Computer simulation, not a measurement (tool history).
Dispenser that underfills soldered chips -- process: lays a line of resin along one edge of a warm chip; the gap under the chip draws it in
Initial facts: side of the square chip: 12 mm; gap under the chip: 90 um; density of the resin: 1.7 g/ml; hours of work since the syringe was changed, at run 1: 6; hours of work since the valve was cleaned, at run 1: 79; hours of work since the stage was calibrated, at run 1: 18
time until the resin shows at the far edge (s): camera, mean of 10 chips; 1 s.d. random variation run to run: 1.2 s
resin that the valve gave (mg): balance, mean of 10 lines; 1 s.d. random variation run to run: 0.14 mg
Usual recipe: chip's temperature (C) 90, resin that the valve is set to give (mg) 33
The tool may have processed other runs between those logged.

run,hour,chip's temperature (C),resin that the valve is set to give (mg),hours of work since the syringe was changed,hours of work since the valve was cleaned,hours of work since the stage was calibrated,time until the resin shows at the far edge (s),resin that the valve gave (mg)
1,0,90,33,6,79,18,151.6,31.72
# hour 8.8: new syringe of resin
2,14.9,90,33,4,88,28,140.2,31.69
3,23.1,90,33,10,94,33,182.9,31.55
# hour 26.4: new syringe of resin
4,34,90,33,5,101,40,150.3,31.78
# hour 44.7: new syringe of resin
5,48.2,78,33,2,111,50,184.4,31.47
# hour 62.7: new syringe of resin
6,62.7,78,33,0,120,59,166.4,31.16
7,70.6,78,33,5,126,65,210.8,31.09
8,79.1,90,33.1,11,131,70,191.1,31.17
# hour 80.5: new syringe of resin
9,88.8,90,33.1,6,138,77,152.7,31.17
10,97.5,90,33.1,12,144,83,199.4,31.2
# hour 99.1: new syringe of resin
# hour 103.4: dispensing valve cleaned and set on the balance
11,113.2,90,33.1,9,7,92,175.4,32.97
# hour 118.3: new syringe of resin
12,121.3,90,33.1,2,12,98,127.9,32.96
13,128.8,91,41,7,17,103,158,40.89
# hour 136.1: new syringe of resin
14,145,91,41,6,28,114,148.8,40.38
# hour 153.7: new syringe of resin
15,154.2,91,41,0,34,120,111,40.44
16,166,91,41,8,42,128,163.5,40.51
# hour 171.3: new syringe of resin
17,174.9,85,28.1,2,48,133,158.5,27.38

The next listed run, before its measurement:
18,184.4,85,28.1,9,54,140,?,?

{"run 18": {"time until the resin shows at the far edge (s)": 219.6, "resin that the valve gave (mg)": 27.57}}
If the tool had no hidden condition, the same run with the same run-to-run variation would have returned time until the resin shows at the far edge (s) 137.7, resin that the valve gave (mg) 28.2.
